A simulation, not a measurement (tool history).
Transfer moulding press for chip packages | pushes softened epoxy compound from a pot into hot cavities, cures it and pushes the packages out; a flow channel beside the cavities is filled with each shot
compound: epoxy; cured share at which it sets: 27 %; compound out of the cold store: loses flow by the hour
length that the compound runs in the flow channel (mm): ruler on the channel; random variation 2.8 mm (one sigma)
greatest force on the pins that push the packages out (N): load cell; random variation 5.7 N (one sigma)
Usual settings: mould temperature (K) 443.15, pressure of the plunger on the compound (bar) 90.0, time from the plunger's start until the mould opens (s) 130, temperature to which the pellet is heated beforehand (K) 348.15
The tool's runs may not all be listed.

run	day	mould temperature (K)	pressure of the plunger on the compound (bar)	time from the plunger's start until the mould opens (s)	temperature to which the pellet is heated beforehand (K)	incoming compound's hours out of the cold store	length that the compound runs in the flow channel (mm)	greatest force on the pins that push the packages out (N)
1	0.000	443.15	90.0	130	348.15	45.2	615	311
2	0.433	443.15	90.0	130	348.15	22.1	667	327
3	1.225	443.15	90.0	130	348.15	17.0	674	358
4	1.612	443.15	90.0	130	348.15	14.7	679	365
# day 1.904: cavities cleaned with cleaning compound and waxed
5	2.204	443.15	89.2	130	348.15	8.7	693	500
6	2.762	443.15	109.0	130	348.15	12.5	754	507
7	3.575	448.15	90.0	130	348.15	31.7	629	399
# day 3.983: cavities cleaned with cleaning compound and waxed, once more
8	4.296	448.15	108.4	130	348.15	9.6	736	194
9	5.046	448.15	108.4	130	348.15	20.8	711	225
10	5.558	443.15	90.0	114	348.15	18.0	664	390
11	6.358	443.15	90.0	114	348.15	36.6	623	415
12	6.733	443.15	90.0	130	348.15	27.3	640	335
13	7.117	443.15	90.0	130	348.15	46.0	607	347
# day 7.604: plunger's sealing rings changed
14	7.792	443.15	74.0	130	348.15	10.6	666	370
# day 8.288: cavities cleaned with cleaning compound and waxed
15	8.488	443.15	90.0	130	341.15	19.4	708	239
16	9.058	446.15	68.9	130	342.15	45.2	565	224
17	9.500	449.15	90.0	130	346.15	38.7	654	221
18	9.938	449.15	90.0	130	346.15	33.3	661	224
19	10.404	449.15	90.0	130	346.15	44.9	635	249
20	10.775	449.15	90.0	112	350.15	32.1	666	299
21	11.183	449.15	80.7	112	350.15	42.0	605	322
22	11.729	443.15	90.0	137	348.15	34.5	668	332
# day 12.467: cavities cleaned with cleaning compound and waxed
23	12.521	443.15	97.2	120	348.15	42.6	677	240
24	12.917	443.15	71.1	130	338.15	14.8	636	246
25	13.567	443.15	71.1	130	338.15	28.1	609	275
26	14.079	442.15	86.2	130	348.15	33.6	661	302
27	14.729	442.15	68.3	145	348.15	9.2	631	292
28	15.167	442.15	68.3	154	348.15	45.8	557	277
29	15.788	442.15	68.3	160	345.15	20.3	607	292

3 ways to go on from here, each from the tool as it stands after run 29. What would each give?
A	16.371	443.15	90.0	112	348.15	12.5	?	?
B	16.371	437.15	68.3	135	345.15	34.7	?	?
C	16.371	439.15	103.2	155	348.15	29.8	?	?

run	length that the compound runs in the flow channel (mm)	greatest force on the pins that push the packages out (N)
A	710	519
B	591	525
C	733	355
Without the tool's hidden state the same runs would have given:
run	length that the compound runs in the flow channel (mm)	greatest force on the pins that push the packages out (N)
A	725	278
B	604	280
C	749	194
